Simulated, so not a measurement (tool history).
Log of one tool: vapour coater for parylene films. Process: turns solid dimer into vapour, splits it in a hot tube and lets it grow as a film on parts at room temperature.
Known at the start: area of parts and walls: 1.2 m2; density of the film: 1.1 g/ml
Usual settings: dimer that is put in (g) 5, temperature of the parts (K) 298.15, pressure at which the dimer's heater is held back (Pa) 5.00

run	hour	dimer that is put in (g)	temperature of the parts (K)	pressure at which the dimer's heater is held back (Pa)	thickness of the film (µm)
1	0.0	5	298.15	5.00	2.066
2	16.3	5	298.15	5.00	2.057
3	36.4	5	298.15	5.00	2.047
4	54.2	5	298.15	5.00	2.055
5	71.9	5	298.15	5.00	2.040
6	91.9	5	308.15	5.91	1.260
7	112.0	5	308.15	5.91	1.265
# hour 116.9: trap's valve overhauled
8	132.1	5	298.15	11.41	1.799
9	153.1	5	298.15	11.41	1.782

The next listed run, before its measurement:
10	167.6	5	298.15	11.41	?

Run 10 gave thickness of the film (µm) 1.785.
Without the tool's hidden state the same run would have given thickness of the film (µm) 1.889.

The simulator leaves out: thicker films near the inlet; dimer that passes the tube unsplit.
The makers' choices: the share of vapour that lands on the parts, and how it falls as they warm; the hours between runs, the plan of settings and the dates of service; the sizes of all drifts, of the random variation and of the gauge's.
